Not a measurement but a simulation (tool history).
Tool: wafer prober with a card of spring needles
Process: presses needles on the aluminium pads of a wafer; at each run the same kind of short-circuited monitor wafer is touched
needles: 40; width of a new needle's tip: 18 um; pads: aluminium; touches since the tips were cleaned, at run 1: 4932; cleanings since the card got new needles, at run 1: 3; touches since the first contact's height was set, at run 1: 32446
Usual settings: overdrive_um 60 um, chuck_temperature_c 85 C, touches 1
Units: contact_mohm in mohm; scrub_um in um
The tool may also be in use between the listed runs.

| run | hour | overdrive_um | chuck_temperature_c | touches | touches since the tips were cleaned | cleanings since the card got new needles | touches since the first contact's height was set | contact_mohm | scrub_um |
|---|---|---|---|---|---|---|---|---|---|
| 1 | 0 | 60 | 85 | 1 | 4932 | 3 | 32446 | 180 | 14.89 |
| 2 | 8.4 | 60 | 85 | 1 | 6346 | 3 | 33860 | 185 | 14.9 |
| 3 | 15.5 | 60 | 85 | 1 | 7551 | 3 | 35065 | 183 | 14.93 |
|  | 18 | tips cleaned on abrasive film |
| 4 | 21 | 60 | 85 | 1 | 505 | 4 | 35961 | 182 | 14.95 |
| 5 | 31.6 | 60 | 101 | 1 | 2295 | 4 | 37751 | 185 | 14.91 |
| 6 | 43.4 | 60 | 101 | 1 | 4288 | 4 | 39744 | 185 | 14.94 |
| 7 | 49.4 | 60 | 101 | 1 | 5300 | 4 | 40756 | 183 | 14.99 |
| 8 | 59.3 | 60 | 101 | 1 | 6962 | 4 | 42418 | 184 | 14.99 |
|  | 65.2 | tips cleaned on abrasive film |
| 9 | 71.2 | 60 | 101 | 1 | 1009 | 5 | 44395 | 187 | 14.95 |
| 10 | 82 | 60 | 101 | 1 | 2833 | 5 | 46219 | 185 | 14.93 |
| 11 | 91.2 | 60 | 101 | 1 | 4391 | 5 | 47777 | 186 | 14.94 |
| 12 | 101.9 | 60 | 85 | 1 | 6193 | 5 | 49579 | 181 | 14.95 |
| 13 | 110.3 | 60 | 85 | 1 | 7604 | 5 | 50990 | 181 | 15 |
|  | 112.1 | tips cleaned on abrasive film |
| 14 | 119 | 60 | 85 | 1 | 1158 | 6 | 52431 | 183 | 14.96 |
| 15 | 124.2 | 60 | 85 | 2 | 2034 | 6 | 53307 | 182 | 15.01 |
| 16 | 131.6 | 60 | 85 | 2 | 3290 | 6 | 54563 | 185 | 14.98 |
| 17 | 140.4 | 60 | 85 | 1 | 4769 | 6 | 56042 | 185 | 14.99 |
| 18 | 145.3 | 60 | 85 | 1 | 5586 | 6 | 56859 | 181 | 15.02 |
| 19 | 152.3 | 60 | 85 | 1 | 6772 | 6 | 58045 | 186 | 15.02 |
|  | 159.4 | tips cleaned on abrasive film |
| 20 | 160.7 | 41 | 38 | 1 | 223 | 7 | 59446 | 178 | 10.26 |
| 21 | 167.4 | 47 | 85 | 1 | 1348 | 7 | 60571 | 185 | 11.79 |
| 22 | 172.4 | 47 | 85 | 1 | 2180 | 7 | 61403 | 190 | 11.78 |
| 23 | 181.9 | 59 | 58 | 1 | 3784 | 7 | 63007 | 179 | 14.77 |
|  | 190.8 | gauge calibrated |
| 24 | 192 | 59 | 58 | 1 | 5489 | 7 | 64712 | 178 | 14.7 |
| 25 | 197.5 | 60 | 89 | 1 | 6422 | 7 | 65645 | 181 | 14.89 |
| 26 | 205.6 | 78 | 99 | 2 | 7783 | 7 | 67006 | 182 | 19.34 |
|  | 206.4 | tips cleaned on abrasive film |
| 27 | 215.4 | 78 | 99 | 2 | 1519 | 8 | 68635 | 182 | 19.4 |
| 28 | 226.2 | 42 | 29 | 1 | 3342 | 8 | 70458 | 175 | 10.4 |
| 29 | 231.6 | 42 | 29 | 1 | 4243 | 8 | 71359 | 175 | 10.46 |
| 30 | 241.6 | 75 | 85 | 1 | 5935 | 8 | 73051 | 182 | 18.69 |
| 31 | 249.9 | 55 | 85 | 1 | 7320 | 8 | 74436 | 185 | 13.72 |
|  | 253.8 | tips cleaned on abrasive film |
| 32 | 255.5 | 55 | 85 | 1 | 287 | 9 | 75372 | 184 | 13.75 |
| 33 | 265.8 | 40 | 52 | 1 | 2013 | 9 | 77098 | 181 | 10.01 |
| 34 | 271.3 | 60 | 85 | 2 | 2953 | 9 | 78038 | 183 | 14.98 |

Measured less the same run without the tool's hidden state. The same run-to-run variation is in both; the gauge's scatter may not be:
The hidden state here: debris on the tips, nm; way that the needles fall short of the set height, um; tips' diameter, um; drift of the gauge itself on contact_mohm, %; drift of the gauge itself on scrub_um, %.
| run | scrub_um |
|---|---|
| 1 | +0 |
| 2 | +0.01 |
| 3 | +0.02 |
| 4 | +0.02 |
| 5 | +0.02 |
| 6 | +0.03 |
| 7 | +0.04 |
| 8 | +0.05 |
| 9 | +0.06 |
| 10 | +0.06 |
| 11 | +0.07 |
| 12 | +0.07 |
| 13 | +0.09 |
| 14 | +0.09 |
| 15 | +0.09 |
| 16 | +0.1 |
| 17 | +0.1 |
| 18 | +0.12 |
| 19 | +0.11 |
| 20 | +0.08 |
| 21 | +0.1 |
| 22 | +0.11 |
| 23 | +0.14 |
| 24 | +0 |
| 25 | +0 |
| 26 | +0.01 |
| 27 | +0.03 |
| 28 | +0.02 |
| 29 | +0.02 |
| 30 | +0.05 |
| 31 | +0.04 |
| 32 | +0.05 |
| 33 | +0.04 |
| 34 | +0.06 |
contact_mohm: within 1 mohm of the measured result in every run.

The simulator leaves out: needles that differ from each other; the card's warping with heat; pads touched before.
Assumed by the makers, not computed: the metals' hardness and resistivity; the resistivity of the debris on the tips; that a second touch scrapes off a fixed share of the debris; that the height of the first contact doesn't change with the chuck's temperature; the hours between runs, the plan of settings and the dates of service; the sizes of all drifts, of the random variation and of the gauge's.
